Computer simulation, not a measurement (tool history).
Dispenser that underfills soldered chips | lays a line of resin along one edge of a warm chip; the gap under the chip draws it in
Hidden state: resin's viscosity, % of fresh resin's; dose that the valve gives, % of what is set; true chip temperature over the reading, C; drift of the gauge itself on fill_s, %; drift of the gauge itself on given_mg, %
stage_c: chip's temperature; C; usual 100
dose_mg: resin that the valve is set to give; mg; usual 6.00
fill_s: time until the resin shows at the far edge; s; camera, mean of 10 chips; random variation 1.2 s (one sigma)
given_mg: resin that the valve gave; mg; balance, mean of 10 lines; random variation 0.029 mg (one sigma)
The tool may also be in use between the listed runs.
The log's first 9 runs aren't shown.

| run | hour | stage_c | dose_mg | hours of work since the syringe was changed | hours of work since the valve was cleaned | hours of work since the stage was calibrated | fill_s | given_mg |
|---|---|---|---|---|---|---|---|---|
|  | 99.6 | new syringe of resin |
|  | 111.3 | new syringe of resin |
| 10 | 111.3 | 100 | 6.00 | 0 | 22 | 253 | 120.2 | 5.95 |
|  | 123.0 | new syringe of resin |
| 11 | 123.6 | 114 | 6.00 | 0 | 31 | 262 | 74.4 | 5.95 |
|  | 135.4 | new syringe of resin |
| 12 | 137.3 | 85 | 6.00 | 1 | 40 | 272 | 249.3 | 5.90 |
|  | 147.8 | new syringe of resin |
| 13 | 148.1 | 85 | 6.00 | 0 | 48 | 279 | 223.1 | 5.79 |
|  | 159.5 | new syringe of resin |
| 14 | 161.8 | 85 | 6.00 | 2 | 58 | 289 | 258.4 | 5.82 |
| 15 | 170.4 | 86 | 6.00 | 8 | 64 | 295 | 411.1 | 5.76 |
|  | 171.4 | new syringe of resin |
| 16 | 182.2 | 100 | 7.44 | 8 | 73 | 304 | 226.4 | 7.08 |
|  | 183.5 | new syringe of resin |
| 17 | 192.7 | 100 | 6.00 | 7 | 80 | 311 | 204.9 | 5.75 |
|  | 195.5 | new syringe of resin |
| 18 | 202.3 | 91 | 6.00 | 5 | 87 | 318 | 261.6 | 5.65 |
|  | 207.1 | stage's temperature calibrated |
|  | 208.2 | new syringe of resin |
| 19 | 217.7 | 91 | 7.54 | 7 | 97 | 8 | 273.4 | 7.10 |
|  | 220.0 | new syringe of resin |
| 20 | 227.1 | 98 | 7.61 | 5 | 104 | 14 | 182.0 | 7.12 |
|  | 232.2 | new syringe of resin |
| 21 | 240.1 | 98 | 5.81 | 6 | 113 | 24 | 200.0 | 5.40 |
|  | 243.9 | new syringe of resin |
| 22 | 249.7 | 111 | 7.74 | 4 | 120 | 30 | 102.9 | 7.21 |
|  | 255.9 | new syringe of resin |
| 23 | 262.9 | 109 | 5.38 | 5 | 130 | 40 | 126.1 | 4.94 |
|  | 267.9 | new syringe of resin |
|  | 275.5 | dispensing valve cleaned and set on the balance |
| 24 | 278.0 | 109 | 5.38 | 7 | 2 | 50 | 141.2 | 5.31 |
|  | 280.9 | new syringe of resin |
| 25 | 284.5 | 91 | 7.34 | 3 | 6 | 54 | 201.1 | 7.30 |
|  | 293.4 | new syringe of resin |
| 26 | 296.9 | 100 | 5.52 | 3 | 15 | 63 | 147.0 | 5.50 |
|  | 305.6 | new syringe of resin |
| 27 | 307.3 | 91 | 6.03 | 1 | 23 | 71 | 186.2 | 5.91 |
| 28 | 316.4 | 108 | 5.19 | 8 | 29 | 77 | 167.9 | 5.09 |
|  | 317.9 | new syringe of resin |
| 29 | 326.2 | 95 | 7.50 | 6 | 36 | 84 | 220.7 | 7.30 |
|  | 329.6 | new syringe of resin |
| 30 | 340.4 | 95 | 7.50 | 8 | 46 | 95 | 261.9 | 7.30 |
|  | 341.4 | new syringe of resin |
| 31 | 350.0 | 90 | 6.37 | 6 | 53 | 101 | 280.9 | 6.15 |
|  | 353.6 | new syringe of resin |
| 32 | 356.4 | 100 | 5.18 | 2 | 58 | 106 | 140.6 | 4.93 |
| 33 | 364.7 | 113 | 7.66 | 8 | 64 | 112 | 134.0 | 7.37 |

Forecast each of these 4 alternatives for the next run:
|  | 366.0 | new syringe of resin |
| A | 374.4 | 95 | 6.90 | 6 | 71 | 119 | ? | ? |
|  | 366.0 | new syringe of resin |
| B | 374.4 | 112 | 6.00 | 6 | 71 | 119 | ? | ? |
|  | 366.0 | new syringe of resin |
| C | 374.4 | 110 | 5.73 | 6 | 71 | 119 | ? | ? |
|  | 366.0 | new syringe of resin |
| D | 374.4 | 86 | 6.82 | 6 | 71 | 119 | ? | ? |

| run | fill_s | given_mg |
|---|---|---|
| A | 227.9 | 6.63 |
| B | 122.8 | 5.71 |
| C | 131.9 | 5.48 |
| D | 332.5 | 6.53 |
Without the tool's hidden state the same runs would have given:
| run | fill_s | given_mg |
|---|---|---|
| A | 135.4 | 6.96 |
| B | 72.7 | 6.00 |
| C | 78.1 | 5.75 |
| D | 197.2 | 6.85 |

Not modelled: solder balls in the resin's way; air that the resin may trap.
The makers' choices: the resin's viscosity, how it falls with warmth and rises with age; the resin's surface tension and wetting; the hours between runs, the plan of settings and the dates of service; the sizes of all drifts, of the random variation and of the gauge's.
